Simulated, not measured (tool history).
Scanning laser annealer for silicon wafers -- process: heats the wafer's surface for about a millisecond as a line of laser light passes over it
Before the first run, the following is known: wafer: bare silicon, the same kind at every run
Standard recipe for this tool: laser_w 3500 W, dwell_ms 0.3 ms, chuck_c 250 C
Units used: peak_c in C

{"run": 1, "day": 0.0, "laser_w": 3500, "dwell_ms": 0.3, "chuck_c": 250, "peak_c": 1062}
{"run": 2, "day": 0.296, "laser_w": 3500, "dwell_ms": 0.3, "chuck_c": 250, "peak_c": 1061}
{"run": 3, "day": 0.708, "laser_w": 3500, "dwell_ms": 0.3, "chuck_c": 250, "peak_c": 1066}
{"run": 4, "day": 0.979, "laser_w": 3500, "dwell_ms": 0.3, "chuck_c": 250, "peak_c": 1056}
{"run": 5, "day": 1.354, "laser_w": 3500, "dwell_ms": 0.3, "chuck_c": 250, "peak_c": 1058}
{"day": 1.5, "done": "laser's power meter calibrated"}
{"run": 6, "day": 1.75, "laser_w": 3500, "dwell_ms": 0.3, "chuck_c": 234, "peak_c": 1044}
{"run": 7, "day": 2.071, "laser_w": 3500, "dwell_ms": 0.3, "chuck_c": 234, "peak_c": 1045}
{"day": 2.338, "done": "laser's power meter calibrated, once more"}
{"run": 8, "day": 2.504, "laser_w": 3208, "dwell_ms": 0.3, "chuck_c": 234, "peak_c": 944}
{"run": 9, "day": 2.917, "laser_w": 3114, "dwell_ms": 0.244, "chuck_c": 285, "peak_c": 901}
{"run": 10, "day": 3.3, "laser_w": 3114, "dwell_ms": 0.244, "chuck_c": 285, "peak_c": 898}
{"run": 11, "day": 3.758, "laser_w": 3746, "dwell_ms": 0.273, "chuck_c": 232, "peak_c": 1063}
{"day": 4.3, "done": "optics aligned, line set to its width"}
{"run": 12, "day": 4.4, "laser_w": 3746, "dwell_ms": 0.327, "chuck_c": 279, "peak_c": 1219}

Alternative continuations, all from the tool just after run 12; predict every row:
{"run": "A", "day": 4.733, "laser_w": 3500, "dwell_ms": 0.224, "chuck_c": 250, "peak_c": "?"}
{"run": "B", "day": 4.733, "laser_w": 3500, "dwell_ms": 0.3, "chuck_c": 241, "peak_c": "?"}
{"run": "C", "day": 4.733, "laser_w": 3543, "dwell_ms": 0.24, "chuck_c": 262, "peak_c": "?"}

run=A peak_c=954
run=B peak_c=1061
run=C peak_c=1004
Without the tool's unlogged condition, the same runs would have read:
run=A peak_c=981
run=B peak_c=1093
run=C peak_c=1033

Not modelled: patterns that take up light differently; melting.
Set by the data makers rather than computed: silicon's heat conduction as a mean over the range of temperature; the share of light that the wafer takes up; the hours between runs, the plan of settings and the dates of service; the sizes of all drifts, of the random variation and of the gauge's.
